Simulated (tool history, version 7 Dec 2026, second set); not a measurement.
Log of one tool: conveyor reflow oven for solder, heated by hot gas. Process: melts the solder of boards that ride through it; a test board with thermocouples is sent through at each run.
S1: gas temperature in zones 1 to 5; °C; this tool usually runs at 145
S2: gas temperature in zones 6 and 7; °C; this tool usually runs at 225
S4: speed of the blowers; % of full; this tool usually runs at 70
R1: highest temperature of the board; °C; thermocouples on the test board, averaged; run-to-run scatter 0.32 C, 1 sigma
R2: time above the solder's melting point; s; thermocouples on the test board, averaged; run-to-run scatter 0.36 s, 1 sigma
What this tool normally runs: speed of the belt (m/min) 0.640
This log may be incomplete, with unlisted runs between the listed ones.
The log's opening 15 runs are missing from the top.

{"run": 16, "hour": 116.7, "S1": 145, "S2": 229, "speed of the belt (m/min)": 0.593, "S4": 52, "R1": 210.0, "R2": 41.1}
{"run": 17, "hour": 125.9, "S1": 145, "S2": 229, "speed of the belt (m/min)": 0.593, "S4": 52, "R1": 209.7, "R2": 41.7}
{"run": 18, "hour": 130.5, "S1": 138, "S2": 233, "speed of the belt (m/min)": 0.64, "S4": 70, "R1": 214.9, "R2": 40.1}
{"run": 19, "hour": 134.7, "S1": 158, "S2": 225, "speed of the belt (m/min)": 0.555, "S4": 81, "R1": 217.4, "R2": 57.1}
{"run": 20, "hour": 142.1, "S1": 158, "S2": 222, "speed of the belt (m/min)": 0.767, "S4": 72, "R1": 205.5, "R2": 32.3}
{"run": 21, "hour": 148.7, "S1": 158, "S2": 222, "speed of the belt (m/min)": 0.767, "S4": 72, "R1": 205.9, "R2": 32.6}
{"run": 22, "hour": 153.0, "S1": 158, "S2": 222, "speed of the belt (m/min)": 0.722, "S4": 82, "R1": 209.4, "R2": 38.1}
{"run": 23, "hour": 158.3, "S1": 136, "S2": 226, "speed of the belt (m/min)": 0.75, "S4": 87, "R1": 207.7, "R2": 30.2}
{"run": 24, "hour": 166.0, "S1": 139, "S2": 224, "speed of the belt (m/min)": 0.523, "S4": 74, "R1": 214.3, "R2": 51.3}
{"run": 25, "hour": 173.4, "S1": 150, "S2": 224, "speed of the belt (m/min)": 0.635, "S4": 74, "R1": 211.0, "R2": 42.8}
{"run": 26, "hour": 181.7, "S1": 150, "S2": 224, "speed of the belt (m/min)": 0.635, "S4": 74, "R1": 210.8, "R2": 42.2}
{"run": 27, "hour": 188.2, "S1": 135, "S2": 225, "speed of the belt (m/min)": 0.683, "S4": 70, "R1": 205.4, "R2": 30.0}
{"run": 28, "hour": 193.5, "S1": 135, "S2": 234, "speed of the belt (m/min)": 0.683, "S4": 53, "R1": 206.4, "R2": 29.3}
{"run": 29, "hour": 201.0, "S1": 148, "S2": 238, "speed of the belt (m/min)": 0.64, "S4": 62, "R1": 218.4, "R2": 45.3}
{"run": 30, "hour": 210.0, "S1": 141, "S2": 226, "speed of the belt (m/min)": 0.64, "S4": 62, "R1": 207.0, "R2": 35.9}

Below are 4 alternative next runs, each starting from the tool's condition after run 30. Predict each:
{"run": "A", "hour": 218.0, "S1": 154, "S2": 226, "speed of the belt (m/min)": 0.586, "S4": 55, "R1": "?", "R2": "?"}
{"run": "B", "hour": 218.0, "S1": 145, "S2": 225, "speed of the belt (m/min)": 0.606, "S4": 70, "R1": "?", "R2": "?"}
{"run": "C", "hour": 218.0, "S1": 139, "S2": 235, "speed of the belt (m/min)": 0.64, "S4": 70, "R1": "?", "R2": "?"}
{"run": "D", "hour": 218.0, "S1": 147, "S2": 226, "speed of the belt (m/min)": 0.578, "S4": 62, "R1": "?", "R2": "?"}

run=A R1=211.8 R2=46.7
run=B R1=211.0 R2=42.0
run=C R1=217.3 R2=41.7
run=D R1=211.9 R2=45.7
Without the tool's hidden state the same runs would have given:
run=A R1=210.0 R2=45.0
run=B R1=209.2 R2=40.5
run=C R1=215.6 R2=40.5
run=D R1=210.1 R2=44.1
